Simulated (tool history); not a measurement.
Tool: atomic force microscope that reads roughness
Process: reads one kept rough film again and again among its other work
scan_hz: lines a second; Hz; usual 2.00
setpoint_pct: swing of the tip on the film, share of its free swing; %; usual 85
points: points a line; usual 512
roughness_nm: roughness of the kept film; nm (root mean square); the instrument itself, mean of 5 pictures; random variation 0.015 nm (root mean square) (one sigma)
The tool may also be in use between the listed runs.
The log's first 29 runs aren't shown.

run    hour  scan_hz  setpoint_pct  points  roughness_nm
 30  1337.6     0.74            62     606         3.893
 31  1402.8     1.36            62     606         3.539
     1443.8  -- new tip fitted
 32  1457.6     1.92            87     594         3.437
 33  1501.9     1.92            87     594         3.333
 34  1534.4     1.92            61     418         3.909
 35  1593.8     1.92            61     418         3.708
 36  1623.1     3.15            70     512         3.243
 37  1661.1     3.15            62     384         3.369
     1715.9  -- new tip fitted
 38  1719.1     3.15            62     631         4.014
 39  1757.6     1.03            59     844         4.238
 40  1809.8     0.72            90     674         3.677
 41  1850.7     0.72            90     674         3.601
 42  1879.9     2.66            77     384         3.146
 43  1941.1     2.66            77     384         2.980
 44  1983.4     0.94            85     924         3.240
     1988.6  -- new tip fitted
 45  2030.0     0.94            85     924         3.898
 46  2076.7     0.94            85     924         3.737
 47  2107.8     3.93            66     371         3.423
 48  2175.1     1.84            85     512         3.104
 49  2238.3     1.84            85     512         2.946
     2258.4  -- new tip fitted
 50  2272.6     1.18            68     512         4.123
 51  2317.2     2.00            62     512         3.927

Forecast each of these 5 alternatives for the next run:
  A  2368.2     3.17            70     506             ?
  B  2368.2     3.82            79     512             ?
  C  2368.2     0.70            81     837             ?
  D  2368.2     2.00            85     669             ?
  E  2368.2     2.37            62     512             ?

run  roughness_nm
  A         3.375
  B         2.901
  C         3.759
  D         3.174
  E         3.721
Without the tool's hidden state the same runs would have given:
run  roughness_nm
  A         3.852
  B         3.311
  C         4.291
  D         3.622
  E         4.248
